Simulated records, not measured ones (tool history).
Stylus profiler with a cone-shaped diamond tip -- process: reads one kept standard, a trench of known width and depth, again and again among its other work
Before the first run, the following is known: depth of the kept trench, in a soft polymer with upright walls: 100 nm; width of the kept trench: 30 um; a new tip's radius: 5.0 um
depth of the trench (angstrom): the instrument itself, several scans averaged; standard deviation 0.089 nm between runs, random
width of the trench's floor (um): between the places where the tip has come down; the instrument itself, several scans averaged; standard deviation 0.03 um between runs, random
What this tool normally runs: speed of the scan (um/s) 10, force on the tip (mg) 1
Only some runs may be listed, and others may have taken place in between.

run    hour  speed of the scan (um/s)  force on the tip (mg)  depth of the trench (angstrom)  width of the trench's floor (um)
  1       0                        10                      1                          1011.4                             27.88
  2    91.7                        10                      1                          1010.6                              27.9
  3   157.4                        10                      1                          1009.6                             27.84
  4   206.2                        10                      1                          1009.9                             27.83
  5   274.9                        10                      1                            1011                             27.88
  6     339                        10                      1                          1011.2                             27.84
  7   390.1                        10                      1                          1011.9                             27.84
  8   488.4                        10                      1                          1011.1                             27.87
  9   536.6                        10                      1                          1011.5                              27.8
 10   616.8                        10                      1                          1012.7                             27.79
 11   684.3                        10                      1                          1012.2                             27.81
 12   785.9                        10                      1                          1011.2                             27.77
 13   852.4                        10                   2.35                          1019.7                             27.85
      896.8  -- height scale calibrated on a step standard
 14   935.3                        10                   2.35                          1016.2                             27.81
 15   981.8                        10                   2.35                          1015.4                             27.81
 16  1073.6                        10                   2.35                          1016.2                             27.79
 17    1179                        10                   2.35                          1017.8                             27.77
 18  1257.7                        38                   2.35                          1017.5                             27.68
 19  1324.1                        10                      1                          1012.5                             27.74
 20  1396.5                        37                      1                          1010.2                             27.64
 21  1485.6                        37                      1                          1012.4                             27.64
 22    1546                         4                      1                          1012.3                             27.71
 23  1635.7                         3                      1                          1009.8                             27.71
 24  1685.9                         5                    0.8                          1009.6                             27.71
 25  1760.7                        10                   0.96                          1012.4                             27.67
 26  1845.3                         9                      1                          1012.3                             27.66
 27  1899.5                        11                   0.68                          1010.4                             27.68
 28  1942.9                        10                   0.36                          1008.9                             27.64
 29  2031.2                         6                   0.36                          1008.4                             27.67
 30  2115.5                         6                   0.36                          1008.9                             27.65
 31  2218.4                         4                   0.85                          1011.2                             27.67
 32  2282.9                        27                   0.43                          1010.7                             27.55
 33  2361.2                        39                   1.28                          1014.8                             27.55
     2400.8  -- height scale calibrated on a step standard
 34  2434.1                        39                   1.28                          1010.9                             27.55
 35  2480.2                        39                   1.28                          1009.6                             27.52
 36  2553.4                        19                   0.92                            1008                             27.57
 37  2643.7                        20                   1.81                          1012.3                             27.53
 38  2720.1                        16                   1.71                            1013                              27.6
 39    2813                        36                   1.71                          1013.4                              27.5
 40  2910.2                        15                   1.45                          1011.7                             27.58
 41  2993.8                        13                   0.65                          1009.3                             27.54
 42  3096.2                        13                   2.57                          1018.9                             27.54
 43  3188.4                        35                   0.54                          1009.1                             27.48
 44  3231.7                        19                   0.53                          1007.9                             27.51
 45  3304.1                        19                   0.53                          1008.3                             27.52

Had the tool no unlogged condition, and each run kept its random variation, what would the results have been?
The hidden state here: radius of the tip, um; height scale over the true one, %; drift of the gauge itself on depth_nm, %; drift of the gauge itself on floor_um, %.
run  depth of the trench (angstrom)  width of the trench's floor (um)
  1                          1009.7                             27.97
  2                          1008.7                                28
  3                          1007.5                             27.96
  4                          1007.7                             27.95
  5                          1008.5                                28
  6                          1008.5                             27.97
  7                          1009.1                             27.98
  8                          1008.1                             28.02
  9                          1008.3                             27.96
 10                          1009.2                             27.96
 11                          1008.6                             27.98
 12                          1007.3                             27.95
 13                          1015.5                             28.04
 14                          1015.9                             28.01
 15                            1015                             28.02
 16                          1015.5                             28.01
 17                          1016.7                                28
 18                          1016.2                             27.91
 19                          1010.9                             27.98
 20                          1008.4                             27.89
 21                          1010.4                              27.9
 22                          1010.1                             27.97
 23                          1007.4                             27.98
 24                            1007                             27.99
 25                          1009.6                             27.95
 26                          1009.2                             27.95
 27                          1007.2                             27.98
 28                          1005.5                             27.94
 29                          1004.7                             27.98
 30                            1005                             27.97
 31                          1006.9                                28
 32                          1006.2                             27.89
 33                          1010.1                             27.89
 34                          1011.2                              27.9
 35                          1009.8                             27.88
 36                            1008                             27.93
 37                            1012                             27.91
 38                          1012.4                             27.98
 39                          1012.5                             27.89
 40                          1010.5                             27.98
 41                          1007.9                             27.95
 42                          1017.2                             27.96
 43                          1007.1                             27.91
 44                          1005.8                             27.94
 45                            1006                             27.96

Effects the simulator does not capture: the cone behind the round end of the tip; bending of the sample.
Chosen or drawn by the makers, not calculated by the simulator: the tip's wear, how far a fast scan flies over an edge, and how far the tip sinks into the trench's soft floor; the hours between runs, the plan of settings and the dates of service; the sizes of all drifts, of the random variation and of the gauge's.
